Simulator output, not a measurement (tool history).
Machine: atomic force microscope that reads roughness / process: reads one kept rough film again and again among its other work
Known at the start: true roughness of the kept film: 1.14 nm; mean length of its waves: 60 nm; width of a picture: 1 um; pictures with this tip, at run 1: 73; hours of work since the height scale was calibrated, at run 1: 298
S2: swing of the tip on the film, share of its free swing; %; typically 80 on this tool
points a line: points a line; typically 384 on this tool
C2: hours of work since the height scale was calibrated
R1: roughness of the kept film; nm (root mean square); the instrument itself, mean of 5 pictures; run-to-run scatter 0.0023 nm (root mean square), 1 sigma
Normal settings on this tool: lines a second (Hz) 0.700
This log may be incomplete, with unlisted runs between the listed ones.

{"run": 1, "day": 0.0, "lines a second (Hz)": 0.7, "S2": 80, "points a line": 384, "pictures with this tip": 73, "C2": 298, "R1": 1.052}
{"run": 2, "day": 0.467, "lines a second (Hz)": 0.7, "S2": 80, "points a line": 384, "pictures with this tip": 81, "C2": 303, "R1": 1.054}
{"run": 3, "day": 1.025, "lines a second (Hz)": 0.7, "S2": 80, "points a line": 384, "pictures with this tip": 91, "C2": 309, "R1": 1.053}
{"run": 4, "day": 1.458, "lines a second (Hz)": 0.7, "S2": 80, "points a line": 384, "pictures with this tip": 99, "C2": 314, "R1": 1.054}
{"run": 5, "day": 1.804, "lines a second (Hz)": 0.7, "S2": 80, "points a line": 470, "pictures with this tip": 105, "C2": 317, "R1": 1.053}
{"run": 6, "day": 2.288, "lines a second (Hz)": 0.7, "S2": 80, "points a line": 470, "pictures with this tip": 114, "C2": 322, "R1": 1.055}
{"run": 7, "day": 2.917, "lines a second (Hz)": 0.7, "S2": 75, "points a line": 384, "pictures with this tip": 125, "C2": 329, "R1": 1.065}
{"run": 8, "day": 3.529, "lines a second (Hz)": 0.7, "S2": 75, "points a line": 384, "pictures with this tip": 136, "C2": 336, "R1": 1.072}
{"run": 9, "day": 3.979, "lines a second (Hz)": 0.7, "S2": 75, "points a line": 384, "pictures with this tip": 144, "C2": 340, "R1": 1.063}
{"run": 10, "day": 4.554, "lines a second (Hz)": 0.7, "S2": 75, "points a line": 384, "pictures with this tip": 155, "C2": 346, "R1": 1.064}
{"run": 11, "day": 5.125, "lines a second (Hz)": 0.7, "S2": 80, "points a line": 384, "pictures with this tip": 165, "C2": 352, "R1": 1.05}
{"run": 12, "day": 5.554, "lines a second (Hz)": 0.7, "S2": 80, "points a line": 384, "pictures with this tip": 173, "C2": 357, "R1": 1.046}
{"run": 13, "day": 6.008, "lines a second (Hz)": 1.617, "S2": 80, "points a line": 384, "pictures with this tip": 181, "C2": 362, "R1": 0.966}
{"day": 6.146, "done": "new tip fitted"}
{"run": 14, "day": 6.612, "lines a second (Hz)": 1.617, "S2": 80, "points a line": 384, "pictures with this tip": 8, "C2": 368, "R1": 0.969}
{"run": 15, "day": 7.2, "lines a second (Hz)": 1.565, "S2": 80, "points a line": 384, "pictures with this tip": 19, "C2": 374, "R1": 0.975}
{"run": 16, "day": 7.679, "lines a second (Hz)": 1.565, "S2": 88, "points a line": 384, "pictures with this tip": 27, "C2": 379, "R1": 0.918}
{"run": 17, "day": 8.129, "lines a second (Hz)": 1.565, "S2": 88, "points a line": 384, "pictures with this tip": 35, "C2": 384, "R1": 0.916}
{"run": 18, "day": 8.729, "lines a second (Hz)": 1.565, "S2": 88, "points a line": 384, "pictures with this tip": 46, "C2": 390, "R1": 0.919}
{"run": 19, "day": 9.388, "lines a second (Hz)": 1.565, "S2": 88, "points a line": 384, "pictures with this tip": 58, "C2": 397, "R1": 0.915}
{"run": 20, "day": 9.9, "lines a second (Hz)": 0.7, "S2": 80, "points a line": 384, "pictures with this tip": 67, "C2": 403, "R1": 1.053}
{"run": 21, "day": 10.538, "lines a second (Hz)": 0.7, "S2": 80, "points a line": 384, "pictures with this tip": 79, "C2": 410, "R1": 1.053}
{"run": 22, "day": 10.867, "lines a second (Hz)": 0.605, "S2": 80, "points a line": 384, "pictures with this tip": 85, "C2": 413, "R1": 1.066}
{"run": 23, "day": 11.279, "lines a second (Hz)": 0.605, "S2": 80, "points a line": 384, "pictures with this tip": 92, "C2": 417, "R1": 1.066}
{"run": 24, "day": 11.842, "lines a second (Hz)": 0.7, "S2": 80, "points a line": 384, "pictures with this tip": 102, "C2": 423, "R1": 1.057}
{"run": 25, "day": 12.271, "lines a second (Hz)": 0.7, "S2": 80, "points a line": 384, "pictures with this tip": 110, "C2": 428, "R1": 1.058}
{"run": 26, "day": 12.738, "lines a second (Hz)": 0.7, "S2": 80, "points a line": 384, "pictures with this tip": 118, "C2": 433, "R1": 1.055}
{"day": 12.808, "done": "height scale calibrated on a step standard"}
{"run": 27, "day": 13.062, "lines a second (Hz)": 3.524, "S2": 84, "points a line": 483, "pictures with this tip": 123, "C2": 3, "R1": 0.781}
{"run": 28, "day": 13.517, "lines a second (Hz)": 3.524, "S2": 84, "points a line": 483, "pictures with this tip": 131, "C2": 7, "R1": 0.783}
{"run": 29, "day": 13.975, "lines a second (Hz)": 0.7, "S2": 69, "points a line": 384, "pictures with this tip": 139, "C2": 12, "R1": 1.085}
{"run": 30, "day": 14.475, "lines a second (Hz)": 0.7, "S2": 88, "points a line": 919, "pictures with this tip": 148, "C2": 18, "R1": 1.023}
{"run": 31, "day": 15.021, "lines a second (Hz)": 0.7, "S2": 88, "points a line": 919, "pictures with this tip": 158, "C2": 23, "R1": 1.023}
{"day": 15.362, "done": "height scale calibrated on a step standard, once more"}
{"run": 32, "day": 15.704, "lines a second (Hz)": 2.294, "S2": 80, "points a line": 384, "pictures with this tip": 170, "C2": 4, "R1": 0.912}
{"run": 33, "day": 16.342, "lines a second (Hz)": 3.22, "S2": 80, "points a line": 267, "pictures with this tip": 181, "C2": 10, "R1": 0.839}
{"day": 16.458, "done": "new tip fitted"}
{"run": 34, "day": 16.754, "lines a second (Hz)": 1.348, "S2": 80, "points a line": 857, "pictures with this tip": 5, "C2": 14, "R1": 0.994}
{"run": 35, "day": 17.321, "lines a second (Hz)": 0.7, "S2": 63, "points a line": 525, "pictures with this tip": 15, "C2": 20, "R1": 1.098}
{"run": 36, "day": 17.871, "lines a second (Hz)": 0.7, "S2": 63, "points a line": 525, "pictures with this tip": 25, "C2": 26, "R1": 1.102}
{"run": 37, "day": 18.242, "lines a second (Hz)": 0.7, "S2": 63, "points a line": 525, "pictures with this tip": 32, "C2": 30, "R1": 1.1}
{"run": 38, "day": 18.871, "lines a second (Hz)": 2.519, "S2": 67, "points a line": 526, "pictures with this tip": 43, "C2": 37, "R1": 1.002}
{"run": 39, "day": 19.508, "lines a second (Hz)": 2.519, "S2": 67, "points a line": 526, "pictures with this tip": 55, "C2": 44, "R1": 0.997}
{"run": 40, "day": 20.038, "lines a second (Hz)": 2.519, "S2": 67, "points a line": 526, "pictures with this tip": 64, "C2": 49, "R1": 1.001}
{"run": 41, "day": 20.65, "lines a second (Hz)": 2.519, "S2": 67, "points a line": 526, "pictures with this tip": 75, "C2": 56, "R1": 0.999}
{"run": 42, "day": 21.054, "lines a second (Hz)": 2.519, "S2": 67, "points a line": 526, "pictures with this tip": 82, "C2": 60, "R1": 0.999}
{"run": 43, "day": 21.396, "lines a second (Hz)": 0.984, "S2": 74, "points a line": 526, "pictures with this tip": 88, "C2": 64, "R1": 1.053}
{"run": 44, "day": 21.912, "lines a second (Hz)": 3.143, "S2": 80, "points a line": 384, "pictures with this tip": 98, "C2": 69, "R1": 0.851}
{"run": 45, "day": 22.346, "lines a second (Hz)": 3.143, "S2": 80, "points a line": 384, "pictures with this tip": 106, "C2": 74, "R1": 0.854}
{"run": 46, "day": 22.858, "lines a second (Hz)": 1.911, "S2": 56, "points a line": 826, "pictures with this tip": 115, "C2": 79, "R1": 1.072}
{"run": 47, "day": 23.354, "lines a second (Hz)": 0.548, "S2": 80, "points a line": 567, "pictures with this tip": 124, "C2": 84, "R1": 1.065}
{"run": 48, "day": 24.042, "lines a second (Hz)": 0.548, "S2": 80, "points a line": 567, "pictures with this tip": 136, "C2": 92, "R1": 1.064}
{"run": 49, "day": 24.492, "lines a second (Hz)": 0.548, "S2": 84, "points a line": 567, "pictures with this tip": 144, "C2": 96, "R1": 1.052}
{"run": 50, "day": 25.092, "lines a second (Hz)": 3.752, "S2": 80, "points a line": 295, "pictures with this tip": 155, "C2": 103, "R1": 0.811}
{"run": 51, "day": 25.558, "lines a second (Hz)": 2.119, "S2": 82, "points a line": 392, "pictures with this tip": 163, "C2": 108, "R1": 0.906}
{"run": 52, "day": 26.083, "lines a second (Hz)": 1.99, "S2": 59, "points a line": 262, "pictures with this tip": 173, "C2": 113, "R1": 1.055}

Alternative continuations, all from the tool just after run 52; predict every row:
{"run": "A", "day": 26.417, "lines a second (Hz)": 1.604, "S2": 64, "points a line": 286, "pictures with this tip": 179, "C2": 117, "R1": "?"}
{"run": "B", "day": 26.417, "lines a second (Hz)": 0.7, "S2": 68, "points a line": 384, "pictures with this tip": 179, "C2": 117, "R1": "?"}
{"run": "C", "day": 26.417, "lines a second (Hz)": 0.914, "S2": 59, "points a line": 308, "pictures with this tip": 179, "C2": 117, "R1": "?"}
{"run": "D", "day": 26.417, "lines a second (Hz)": 1.909, "S2": 75, "points a line": 591, "pictures with this tip": 179, "C2": 117, "R1": "?"}
{"run": "E", "day": 26.417, "lines a second (Hz)": 1.99, "S2": 82, "points a line": 262, "pictures with this tip": 179, "C2": 117, "R1": "?"}

run=A R1=1.052
run=B R1=1.081
run=C R1=1.096
run=D R1=0.978
run=E R1=0.916
Had the tool no hidden state, the same runs would have come out as:
run=A R1=1.058
run=B R1=1.088
run=C R1=1.103
run=D R1=0.984
run=E R1=0.922
